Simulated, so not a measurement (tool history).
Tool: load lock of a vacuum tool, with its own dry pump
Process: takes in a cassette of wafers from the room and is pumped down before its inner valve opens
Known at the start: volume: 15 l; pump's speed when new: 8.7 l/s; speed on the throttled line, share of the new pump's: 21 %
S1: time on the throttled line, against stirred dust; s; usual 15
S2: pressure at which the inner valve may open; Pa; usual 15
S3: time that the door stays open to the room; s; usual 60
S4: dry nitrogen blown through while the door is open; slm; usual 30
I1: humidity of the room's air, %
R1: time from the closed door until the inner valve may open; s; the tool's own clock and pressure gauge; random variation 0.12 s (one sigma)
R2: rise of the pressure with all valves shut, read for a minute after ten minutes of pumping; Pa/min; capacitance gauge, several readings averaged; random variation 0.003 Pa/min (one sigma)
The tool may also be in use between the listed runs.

{"run": 1, "hour": 0.0, "S1": 15, "S2": 15, "S3": 60, "S4": 30, "I1": 45.6, "R1": 27.7, "R2": 0.299}
{"run": 2, "hour": 539.0, "S1": 15, "S2": 15, "S3": 60, "S4": 30, "I1": 44.1, "R1": 27.7, "R2": 0.352}
{"run": 3, "hour": 801.3, "S1": 15, "S2": 30, "S3": 60, "S4": 30, "I1": 46.9, "R1": 26.7, "R2": 0.365}
{"run": 4, "hour": 1070.4, "S1": 15, "S2": 30, "S3": 60, "S4": 30, "I1": 44.5, "R1": 26.6, "R2": 0.385}
{"run": 5, "hour": 1413.1, "S1": 15, "S2": 30, "S3": 60, "S4": 30, "I1": 45.8, "R1": 26.6, "R2": 0.404}
{"hour": 1549.9, "done": "door's seal changed, seat wiped"}
{"run": 6, "hour": 1970.6, "S1": 15, "S2": 15, "S3": 60, "S4": 30, "I1": 45.4, "R1": 28.2, "R2": 0.037}
{"run": 7, "hour": 2346.9, "S1": 15, "S2": 15, "S3": 60, "S4": 30, "I1": 44.2, "R1": 28.1, "R2": 0.052}
{"run": 8, "hour": 2679.1, "S1": 15, "S2": 15, "S3": 60, "S4": 30, "I1": 44.4, "R1": 28.2, "R2": 0.061}
{"run": 9, "hour": 3157.2, "S1": 15, "S2": 12, "S3": 60, "S4": 30, "I1": 43.8, "R1": 28.5, "R2": 0.075}
{"run": 10, "hour": 3453.5, "S1": 15, "S2": 12, "S3": 60, "S4": 30, "I1": 45.7, "R1": 28.4, "R2": 0.077}
{"run": 11, "hour": 4062.8, "S1": 15, "S2": 15, "S3": 60, "S4": 30, "I1": 45.2, "R1": 28.4, "R2": 0.097}
{"run": 12, "hour": 4415.2, "S1": 15, "S2": 15, "S3": 60, "S4": 30, "I1": 44.2, "R1": 28.4, "R2": 0.117}
{"run": 13, "hour": 4702.6, "S1": 15, "S2": 15, "S3": 60, "S4": 8, "I1": 43.4, "R1": 28.6, "R2": 0.141}
{"run": 14, "hour": 5019.6, "S1": 15, "S2": 15, "S3": 60, "S4": 8, "I1": 46.9, "R1": 28.5, "R2": 0.162}
{"run": 15, "hour": 5513.2, "S1": 15, "S2": 15, "S3": 60, "S4": 8, "I1": 45.8, "R1": 28.6, "R2": 0.182}
{"run": 16, "hour": 5874.5, "S1": 15, "S2": 13, "S3": 142, "S4": 8, "I1": 40.9, "R1": 29, "R2": 0.208}
{"run": 17, "hour": 6137.3, "S1": 29, "S2": 14, "S3": 60, "S4": 30, "I1": 45.6, "R1": 39.7, "R2": 0.214}
{"hour": 6271.5, "done": "dry pump taken out, an overhauled one fitted"}
{"run": 18, "hour": 6680.9, "S1": 29, "S2": 14, "S3": 60, "S4": 30, "I1": 45.1, "R1": 38.3, "R2": 0.235}
{"run": 19, "hour": 7255.1, "S1": 29, "S2": 14, "S3": 60, "S4": 30, "I1": 48.2, "R1": 38.3, "R2": 0.274}
{"run": 20, "hour": 7718.8, "S1": 14, "S2": 22, "S3": 60, "S4": 30, "I1": 43.9, "R1": 25.6, "R2": 0.31}
{"run": 21, "hour": 8264.4, "S1": 18, "S2": 24, "S3": 60, "S4": 30, "I1": 48.1, "R1": 28.8, "R2": 0.355}
{"run": 22, "hour": 8725.6, "S1": 18, "S2": 24, "S3": 60, "S4": 30, "I1": 45, "R1": 29.1, "R2": 0.393}
{"hour": 8753.9, "done": "door's seal changed, seat wiped"}
{"run": 23, "hour": 9143.3, "S1": 23, "S2": 15, "S3": 60, "S4": 30, "I1": 46.7, "R1": 33.9, "R2": 0.041}
{"run": 24, "hour": 9736.5, "S1": 15, "S2": 17, "S3": 60, "S4": 8, "I1": 48.1, "R1": 27, "R2": 0.065}
{"run": 25, "hour": 10323.7, "S1": 17, "S2": 13, "S3": 60, "S4": 30, "I1": 43, "R1": 29.4, "R2": 0.057}
{"run": 26, "hour": 10646.2, "S1": 15, "S2": 12, "S3": 208, "S4": 11, "I1": 44.9, "R1": 28, "R2": 0.1}
{"run": 27, "hour": 10994.8, "S1": 8, "S2": 19, "S3": 146, "S4": 27, "I1": 44.8, "R1": 21.9, "R2": 0.098}
{"run": 28, "hour": 11588.0, "S1": 8, "S2": 19, "S3": 146, "S4": 27, "I1": 47.3, "R1": 21.8, "R2": 0.122}

5 ways to go on from here, each from the tool as it stands after run 28. What would each give?
{"run": "A", "hour": 12210.1, "S1": 22, "S2": 12, "S3": 60, "S4": 14, "I1": 44.1, "R1": "?", "R2": "?"}
{"run": "B", "hour": 12210.1, "S1": 9, "S2": 16, "S3": 52, "S4": 27, "I1": 44.3, "R1": "?", "R2": "?"}
{"run": "C", "hour": 12210.1, "S1": 23, "S2": 11, "S3": 146, "S4": 27, "I1": 42.3, "R1": "?", "R2": "?"}
{"run": "D", "hour": 12210.1, "S1": 27, "S2": 15, "S3": 60, "S4": 13, "I1": 50.7, "R1": "?", "R2": "?"}
{"run": "E", "hour": 12210.1, "S1": 15, "S2": 15, "S3": 60, "S4": 11, "I1": 41.9, "R1": "?", "R2": "?"}

run=A R1=33.8 R2=0.146
run=B R1=23 R2=0.143
run=C R1=34.6 R2=0.148
run=D R1=37.3 R2=0.151
run=E R1=28 R2=0.142
Without the tool's hidden state the same runs would have given:
run=A R1=33.1 R2=0.041
run=B R1=22.1 R2=0.035
run=C R1=33.9 R2=0.041
run=D R1=36.7 R2=0.046
run=E R1=27.2 R2=0.036

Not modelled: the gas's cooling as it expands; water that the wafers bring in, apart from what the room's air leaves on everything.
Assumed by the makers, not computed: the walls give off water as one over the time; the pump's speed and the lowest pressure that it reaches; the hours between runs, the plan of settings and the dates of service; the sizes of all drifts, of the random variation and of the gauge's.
